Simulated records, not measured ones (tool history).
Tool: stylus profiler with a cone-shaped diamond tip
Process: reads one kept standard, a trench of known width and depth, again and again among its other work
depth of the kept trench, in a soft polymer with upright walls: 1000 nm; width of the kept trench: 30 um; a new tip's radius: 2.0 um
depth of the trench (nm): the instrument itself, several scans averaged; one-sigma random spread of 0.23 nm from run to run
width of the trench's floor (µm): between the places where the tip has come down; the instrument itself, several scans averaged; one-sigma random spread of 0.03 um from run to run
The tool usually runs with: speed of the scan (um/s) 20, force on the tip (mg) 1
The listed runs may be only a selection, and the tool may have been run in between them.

| run | hour | speed of the scan (um/s) | force on the tip (mg) | depth of the trench (nm) | width of the trench's floor (µm) |
|---|---|---|---|---|---|
| 1 | 0 | 20 | 1 | 1009.97 | 26.2 |
| 2 | 46.9 | 20 | 1.61 | 1013.7 | 26.28 |
| 3 | 71.6 | 20 | 1 | 1010.69 | 26.22 |
| 4 | 99.9 | 23 | 1 | 1010.5 | 26.19 |
| 5 | 136.3 | 41 | 1 | 1010.42 | 25.96 |
| 6 | 179.5 | 7 | 1 | 1010.95 | 26.35 |
|  | 184.5 | height scale calibrated on a step standard |
| 7 | 214.2 | 7 | 1 | 1012.91 | 26.31 |
| 8 | 246.8 | 7 | 1 | 1012.14 | 26.33 |
| 9 | 273.1 | 20 | 1 | 1012.19 | 26.18 |
| 10 | 317.3 | 73 | 1 | 1012.51 | 25.62 |
| 11 | 343.4 | 63 | 0.74 | 1011.04 | 25.52 |
| 12 | 377.3 | 68 | 0.38 | 1008.29 | 25.23 |
|  | 421.6 | height scale calibrated on a step standard, once more |
| 13 | 421.6 | 19 | 2.68 | 1017.15 | 26.19 |
| 14 | 472.9 | 14 | 0.81 | 1008.08 | 26.14 |
| 15 | 511.7 | 65 | 1.93 | 1014.31 | 25.81 |
| 16 | 544.2 | 65 | 1.93 | 1014.47 | 25.79 |
| 17 | 580.4 | 30 | 0.87 | 1009.01 | 25.9 |
| 18 | 617.2 | 25 | 2.72 | 1018.08 | 26.17 |
| 19 | 666.8 | 6 | 2.72 | 1018.23 | 26.25 |
| 20 | 714 | 6 | 2.72 | 1018.55 | 26.16 |

Measured less the same run without the tool's hidden state. The same run-to-run variation is in both; the gauge's scatter may not be:
The tool's hidden condition here consists of: radius of the tip, um; height scale over the true one, %; drift of the gauge itself on depth_nm, %; drift of the gauge itself on floor_um, %.
| run | depth of the trench (nm) | width of the trench's floor (µm) |
|---|---|---|
| 1 | +1.44 | -0.09 |
| 2 | +1.61 | -0.11 |
| 3 | +1.69 | -0.12 |
| 4 | +1.8 | -0.13 |
| 5 | +1.91 | -0.14 |
| 6 | +2.07 | -0.15 |
| 7 | +3.45 | -0.15 |
| 8 | +3.56 | -0.17 |
| 9 | +3.65 | -0.18 |
| 10 | +3.81 | -0.19 |
| 11 | +3.9 | -0.2 |
| 12 | +4.01 | -0.21 |
| 13 | +0.13 | -0.23 |
| 14 | +0.31 | -0.23 |
| 15 | +0.46 | -0.25 |
| 16 | +0.57 | -0.26 |
| 17 | +0.7 | -0.27 |
| 18 | +0.84 | -0.29 |
| 19 | +1.01 | -0.3 |
| 20 | +1.16 | -0.32 |
